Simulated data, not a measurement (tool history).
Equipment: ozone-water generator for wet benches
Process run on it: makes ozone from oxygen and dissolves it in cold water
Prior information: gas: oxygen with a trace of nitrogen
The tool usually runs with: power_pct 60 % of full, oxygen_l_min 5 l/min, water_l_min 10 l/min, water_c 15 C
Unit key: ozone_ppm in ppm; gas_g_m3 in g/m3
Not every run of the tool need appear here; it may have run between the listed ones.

run     day  power_pct  oxygen_l_min  water_l_min  water_c  ozone_ppm  gas_g_m3
  1       0         60             5           10       15       24.9     188.7
  2   1.808         60             5           10       15       24.7     186.8
  3   3.883         60             5           10       15       24.3     185.2
  4   5.671         60             5           10       15       24.6     185.9
  5   7.246         60             5           10       15         25     186.6
  6   8.533         60             5            9       15       26.2     186.7
  7  10.171         60             5           10       15       24.2     184.2
  8  11.262         60             5           10       15         24     185.9
  9  13.771         67             5           10       15       26.7     204.4
 10  15.508         92             5           10       15       34.9     265.9
 11  16.762         92             5           10       15       34.9     268.1
 12  18.183         92             5           10       15       34.9     266.8
 13  20.238         60             5           10       15       24.3     183.3
 14  21.388         60          6.76           10       15       21.9     153.4
 15    23.3         55             5           10       15       22.2       168
 16  25.283         55             5           10       15         22     168.3
 17  27.183         60             5           10       21       21.4     182.1
 18  28.917         60             5           10       21       20.8     179.9

Run 19 has not been measured yet. What should we expect?
 19  30.35         60             5           10       21          ?         ?

Run 19 gave ozone_ppm 21.2 ppm, gas_g_m3 180.4 g/m3.
Minus the tool's unlogged condition, the same run would have read ozone_ppm 22.9 ppm, gas_g_m3 191.3 g/m3.

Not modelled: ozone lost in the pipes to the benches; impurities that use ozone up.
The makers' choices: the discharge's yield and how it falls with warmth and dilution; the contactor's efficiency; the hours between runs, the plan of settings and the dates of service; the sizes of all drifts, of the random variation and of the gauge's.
